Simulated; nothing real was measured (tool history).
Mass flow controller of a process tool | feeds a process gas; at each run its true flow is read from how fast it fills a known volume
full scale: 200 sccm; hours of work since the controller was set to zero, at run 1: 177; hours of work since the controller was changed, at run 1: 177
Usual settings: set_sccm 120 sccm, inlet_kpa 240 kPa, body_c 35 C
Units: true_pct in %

run     hour  set_sccm  inlet_kpa  body_c  hours of work since the controller was set to zero  hours of work since the controller was changed  true_pct
  1      0.0       120        240      35                                                 177                                             177    100.44
  2    223.8       120        240      35                                                 270                                             270    100.62
  3    558.9       120        240      35                                                 409                                             409    100.46
  4    767.5       120        240      35                                                 496                                             496    100.43
  5   1137.7       120        240      35                                                 650                                             650    100.64
  6   1346.6       120        240      35                                                 736                                             736    100.40
  7   1549.8       120        240      35                                                 821                                             821    100.54
  8   1764.9       120        240      35                                                 910                                             910    100.60
  9   2135.0       120        240      35                                                1064                                            1064    100.68
 10   2412.0       120        240      35                                                1179                                            1179    100.54
 11   2817.2       120        240      35                                                1348                                            1348    100.67
 12   3131.6       120        240      35                                                1478                                            1478    100.62
 13   3332.3       120        240      35                                                1562                                            1562    100.62
 14   3664.5       120        240      35                                                1700                                            1700    100.66
 15   4056.0        55        240      35                                                1862                                            1862    100.40
 16   4236.3        55        240      35                                                1937                                            1937    100.43
 17   4515.0        55        240      35                                                2053                                            2053    100.44
 18   4931.2        55        240      35                                                2226                                            2226    100.48
 19   5176.6       120        240      35                                                2328                                            2328    100.73
 20   5556.7       120        240      35                                                2486                                            2486    100.87
 21   5871.6       120        240      35                                                2617                                            2617    100.77
 22   6090.8       120        240      35                                                2708                                            2708    100.73
 23   6313.3       120        240      35                                                2801                                            2801    100.93
 24   6501.4       120        157      35                                                2879                                            2879    101.11
 25   6904.7       120        157      35                                                3046                                            3046    101.26
 26   7144.2       120        157      35                                                3146                                            3146    101.40
 27   7548.6       120        157      35                                                3314                                            3314    101.28
 28   7782.3       120        157      35                                                3411                                            3411    101.47
 29   7985.1        45        240      26                                                3495                                            3495     99.72
 30   8325.9        46        180      37                                                3637                                            3637    101.12
 31   8642.1        40        181      24                                                3768                                            3768     99.89
 32   9057.3       170        271      23                                                3941                                            3941     99.91
 33   9279.6       120        276      22                                                4033                                            4033     99.44
 34   9542.5       120        276      22                                                4143                                            4143     99.49
 35   9861.8        78        237      36                                                4275                                            4275    101.05
 36  10123.0        61        149      35                                                4384                                            4384    101.25
 37  10480.4        61        200      28                                                4532                                            4532    100.31
 38  10749.4        61        200      28                                                4644                                            4644    100.11
 39  10966.1        32        240      35                                                4734                                            4734    100.71
 40  11306.2        32        240      35                                                4876                                            4876    100.82
     11564.8  -- gauge calibrated
 41  11637.0        32        240      35                                                5013                                            5013    100.13
 42  11870.8        32        237      25                                                5110                                            5110     98.98
 43  12256.9        37        146      20                                                5271                                            5271     98.93

Run 44 comes next. What will it give?
 44  12551.9        37        146      20                                                5393                                            5393         ?

Run 44 gave true_pct 98.98 %.
Without the tool's hidden state the same run would have given true_pct 98.90 %.
